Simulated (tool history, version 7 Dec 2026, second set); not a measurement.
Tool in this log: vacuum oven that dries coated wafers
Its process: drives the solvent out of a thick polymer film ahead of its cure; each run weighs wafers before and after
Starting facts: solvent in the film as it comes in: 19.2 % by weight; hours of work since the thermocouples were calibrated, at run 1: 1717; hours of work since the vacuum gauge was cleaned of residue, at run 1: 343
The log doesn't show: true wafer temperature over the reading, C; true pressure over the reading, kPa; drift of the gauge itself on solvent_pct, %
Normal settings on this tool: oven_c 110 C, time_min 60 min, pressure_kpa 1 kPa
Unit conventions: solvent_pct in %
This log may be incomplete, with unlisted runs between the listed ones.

run,hour,oven_c,time_min,pressure_kpa,hours of work since the thermocouples were calibrated,hours of work since the vacuum gauge was cleaned of residue,solvent_pct
1,0,110,60,1,1717,343,4.43
2,32.1,110,60,1,1739,365,4.32
3,74.3,110,60,1,1767,393,4.28
# hour 80.1: oven's thermocouples calibrated
4,109,110,60,1,20,415,4.67
5,136.4,110,60,1,38,434,4.66
6,174.6,110,60,1,64,460,4.6
7,205.6,110,60,1,85,481,4.57
8,247,110,60,1,113,509,4.57
9,283.8,110,60,1,138,534,4.67
10,327.9,110,60,1,168,563,4.68
11,365.6,113,60,1,193,589,3.78
12,393.6,113,60,1,212,608,3.76
13,419.1,113,60,1,230,625,3.82
14,442.2,113,60,1,245,641,3.79
15,464.8,110,76,2.83,260,656,3.91
16,509,110,76,2.83,290,686,3.89
17,554.5,110,40,2.83,321,717,7.09
18,595.5,112,108,2.83,349,745,2.04
19,634.4,100,60,1.25,375,771,7.37
20,663.2,100,82,0.79,395,790,5.71
21,712.8,98,70,0.64,428,824,7.16
22,763.7,98,70,0.64,463,858,6.98
23,796.6,118,100,1.21,485,881,1
24,821.6,118,100,1.52,502,898,1.06
25,857.4,118,100,1.52,526,922,1.11
26,880,118,100,1.52,541,937,1.09
27,931,106,76,2.2,576,972,4.71
28,956.9,96,70,1,594,989,7.61

Below are 4 alternative next runs, each starting from the tool's condition after run 28. Predict each:
A,1009.3,111,70,1,629,1025,?
B,1009.3,99,40,1.6,629,1025,?
C,1009.3,116,88,0.78,629,1025,?
D,1009.3,97,78,1.17,629,1025,?

run,solvent_pct
A,3.44
B,9.96
C,1.45
D,6.84
Without the tool's unlogged condition, the same runs would have read:
run,solvent_pct
A,3.68
B,10.19
C,1.59
D,7.11
